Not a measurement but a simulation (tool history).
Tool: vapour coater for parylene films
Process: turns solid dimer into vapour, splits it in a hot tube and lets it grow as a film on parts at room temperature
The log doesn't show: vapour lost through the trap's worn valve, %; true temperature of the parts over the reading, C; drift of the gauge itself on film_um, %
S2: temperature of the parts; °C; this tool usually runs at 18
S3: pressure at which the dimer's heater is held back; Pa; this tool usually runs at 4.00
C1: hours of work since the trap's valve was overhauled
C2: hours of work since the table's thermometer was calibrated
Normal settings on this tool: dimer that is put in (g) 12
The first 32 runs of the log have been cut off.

Run 33, day 34.829: usual settings but dimer that is put in (g) 17; C1 424; C2 170. Result: thickness of the film (nm) 7840.
Run 34, day 35.492: usual settings but dimer that is put in (g) 17; C1 435; C2 181. Result: thickness of the film (nm) 7650.
Run 35, day 37.000: usual settings but dimer that is put in (g) 17; C1 459; C2 206. Result: thickness of the film (nm) 7730.
Run 36, day 37.721: usual settings but dimer that is put in (g) 17; C1 471; C2 217. Result: thickness of the film (nm) 7730.
Run 37, day 38.438: usual settings but dimer that is put in (g) 17, S2 17 °C, S3 4.80 Pa; C1 483; C2 229. Result: thickness of the film (nm) 7570.
Run 38, day 39.171: usual settings but dimer that is put in (g) 7, S2 24 °C, S3 6.05 Pa; C1 495; C2 241. Result: thickness of the film (nm) 2450.
Run 39, day 40.079: usual settings but dimer that is put in (g) 7, S2 24 °C, S3 6.05 Pa; C1 510; C2 256. Result: thickness of the film (nm) 2470.
Run 40, day 40.896: usual settings but dimer that is put in (g) 7, S2 24 °C, S3 6.05 Pa; C1 523; C2 269. Result: thickness of the film (nm) 2470.
Run 41, day 41.546: usual settings but dimer that is put in (g) 7, S2 24 °C, S3 6.05 Pa; C1 534; C2 280. Result: thickness of the film (nm) 2490.
Run 42, day 42.238: usual settings but dimer that is put in (g) 13, S2 11 °C, S3 3.50 Pa; C1 545; C2 291. Result: thickness of the film (nm) 7380.

Predict each of these 3 candidate next runs independently; none follows another, all start after run 42:
Run A, day 43.500: usual settings but dimer that is put in (g) 6, S2 11 °C; C1 566; C2 312. Result: thickness of the film (nm) ?.
Run B, day 43.500: usual settings; C1 566; C2 312. Result: thickness of the film (nm) ?.
Run C, day 43.500: usual settings but dimer that is put in (g) 6, S2 11 °C, S3 4.16 Pa; C1 566; C2 312. Result: thickness of the film (nm) ?.

run  thickness of the film (nm)
  A                        3390
  B                        5500
  C                        3340
Stripped of hidden state, with their random variation kept, the same runs would have yielded:
run  thickness of the film (nm)
  A                        3410
  B                        5530
  C                        3360
